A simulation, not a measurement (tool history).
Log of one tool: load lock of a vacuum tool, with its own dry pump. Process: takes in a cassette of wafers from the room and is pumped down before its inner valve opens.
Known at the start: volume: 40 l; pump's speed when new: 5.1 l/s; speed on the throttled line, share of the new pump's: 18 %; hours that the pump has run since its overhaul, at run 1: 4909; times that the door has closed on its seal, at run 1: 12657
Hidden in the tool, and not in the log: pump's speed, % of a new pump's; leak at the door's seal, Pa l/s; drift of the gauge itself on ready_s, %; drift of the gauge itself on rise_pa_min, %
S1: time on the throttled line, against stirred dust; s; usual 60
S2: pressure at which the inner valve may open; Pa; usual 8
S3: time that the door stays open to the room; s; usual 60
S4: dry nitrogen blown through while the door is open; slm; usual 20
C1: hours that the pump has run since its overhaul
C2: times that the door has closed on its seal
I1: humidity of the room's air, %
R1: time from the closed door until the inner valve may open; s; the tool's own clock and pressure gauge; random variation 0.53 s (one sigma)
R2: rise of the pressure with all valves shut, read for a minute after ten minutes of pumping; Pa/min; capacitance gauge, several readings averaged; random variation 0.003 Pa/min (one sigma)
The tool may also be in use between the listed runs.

{"run": 1, "hour": 0.0, "S1": 60, "S2": 8, "S3": 60, "S4": 20, "C1": 4909, "C2": 12657, "I1": 46.6, "R1": 125.2, "R2": 0.061}
{"run": 2, "hour": 131.6, "S1": 60, "S2": 7, "S3": 60, "S4": 20, "C1": 5041, "C2": 12838, "I1": 44.7, "R1": 127.2, "R2": 0.061}
{"run": 3, "hour": 343.5, "S1": 60, "S2": 7, "S3": 60, "S4": 20, "C1": 5253, "C2": 13128, "I1": 43.8, "R1": 126.9, "R2": 0.064}
{"run": 4, "hour": 552.1, "S1": 60, "S2": 7, "S3": 107, "S4": 20, "C1": 5461, "C2": 13414, "I1": 44.9, "R1": 127.5, "R2": 0.075}
{"run": 5, "hour": 691.3, "S1": 60, "S2": 7, "S3": 107, "S4": 20, "C1": 5600, "C2": 13605, "I1": 46.4, "R1": 126.9, "R2": 0.079}
{"run": 6, "hour": 867.2, "S1": 60, "S2": 7, "S3": 107, "S4": 20, "C1": 5776, "C2": 13846, "I1": 42.9, "R1": 127.5, "R2": 0.079}
{"run": 7, "hour": 1038.2, "S1": 60, "S2": 7, "S3": 107, "S4": 20, "C1": 5947, "C2": 14080, "I1": 44.2, "R1": 127.7, "R2": 0.074}
{"run": 8, "hour": 1242.2, "S1": 60, "S2": 8, "S3": 60, "S4": 20, "C1": 6151, "C2": 14360, "I1": 43.7, "R1": 126.3, "R2": 0.063}
{"run": 9, "hour": 1514.6, "S1": 60, "S2": 8, "S3": 60, "S4": 20, "C1": 6424, "C2": 14733, "I1": 42.3, "R1": 126.1, "R2": 0.062}
{"run": 10, "hour": 1684.4, "S1": 60, "S2": 8, "S3": 60, "S4": 20, "C1": 6593, "C2": 14966, "I1": 44.3, "R1": 126.6, "R2": 0.065}
{"run": 11, "hour": 1944.3, "S1": 60, "S2": 8, "S3": 60, "S4": 20, "C1": 6853, "C2": 15322, "I1": 44.6, "R1": 126.6, "R2": 0.067}
{"run": 12, "hour": 2058.0, "S1": 60, "S2": 8, "S3": 60, "S4": 20, "C1": 6967, "C2": 15478, "I1": 47.1, "R1": 126.7, "R2": 0.07}
{"run": 13, "hour": 2233.4, "S1": 60, "S2": 8, "S3": 60, "S4": 4, "C1": 7142, "C2": 15718, "I1": 48.4, "R1": 127.4, "R2": 0.1}
{"run": 14, "hour": 2417.5, "S1": 60, "S2": 8, "S3": 60, "S4": 5, "C1": 7326, "C2": 15970, "I1": 42.2, "R1": 128.7, "R2": 0.091}
{"run": 15, "hour": 2561.4, "S1": 60, "S2": 8, "S3": 60, "S4": 5, "C1": 7470, "C2": 16167, "I1": 46.9, "R1": 127.1, "R2": 0.096}
{"run": 16, "hour": 2770.5, "S1": 60, "S2": 8, "S3": 60, "S4": 13, "C1": 7679, "C2": 16454, "I1": 47.3, "R1": 128.0, "R2": 0.079}
{"run": 17, "hour": 3040.2, "S1": 60, "S2": 8, "S3": 60, "S4": 13, "C1": 7949, "C2": 16823, "I1": 46.0, "R1": 126.9, "R2": 0.079}
{"run": 18, "hour": 3238.6, "S1": 92, "S2": 9, "S3": 173, "S4": 24, "C1": 8148, "C2": 17095, "I1": 48.2, "R1": 151.9, "R2": 0.098}
{"run": 19, "hour": 3520.2, "S1": 110, "S2": 11, "S3": 173, "S4": 24, "C1": 8429, "C2": 17481, "I1": 43.1, "R1": 165.3, "R2": 0.099}
{"run": 20, "hour": 3701.3, "S1": 110, "S2": 11, "S3": 173, "S4": 24, "C1": 8610, "C2": 17729, "I1": 47.9, "R1": 166.1, "R2": 0.095}
{"run": 21, "hour": 3980.7, "S1": 32, "S2": 8, "S3": 60, "S4": 8, "C1": 8890, "C2": 18112, "I1": 45.9, "R1": 105.2, "R2": 0.095}
{"run": 22, "hour": 4128.2, "S1": 60, "S2": 7, "S3": 93, "S4": 11, "C1": 9037, "C2": 18314, "I1": 44.2, "R1": 129.3, "R2": 0.102}
{"run": 23, "hour": 4341.3, "S1": 60, "S2": 14, "S3": 60, "S4": 20, "C1": 9250, "C2": 18606, "I1": 42.3, "R1": 121.8, "R2": 0.083}

The next listed run, before its measurement:
{"run": 24, "hour": 4461.7, "S1": 60, "S2": 14, "S3": 60, "S4": 20, "C1": 9371, "C2": 18771, "I1": 46.3, "R1": "?", "R2": "?"}

Run 24 gave R1 123.8 s, R2 0.085 Pa/min.
Without the tool's hidden state the same run would have given R1 119.9 s, R2 0.032 Pa/min.

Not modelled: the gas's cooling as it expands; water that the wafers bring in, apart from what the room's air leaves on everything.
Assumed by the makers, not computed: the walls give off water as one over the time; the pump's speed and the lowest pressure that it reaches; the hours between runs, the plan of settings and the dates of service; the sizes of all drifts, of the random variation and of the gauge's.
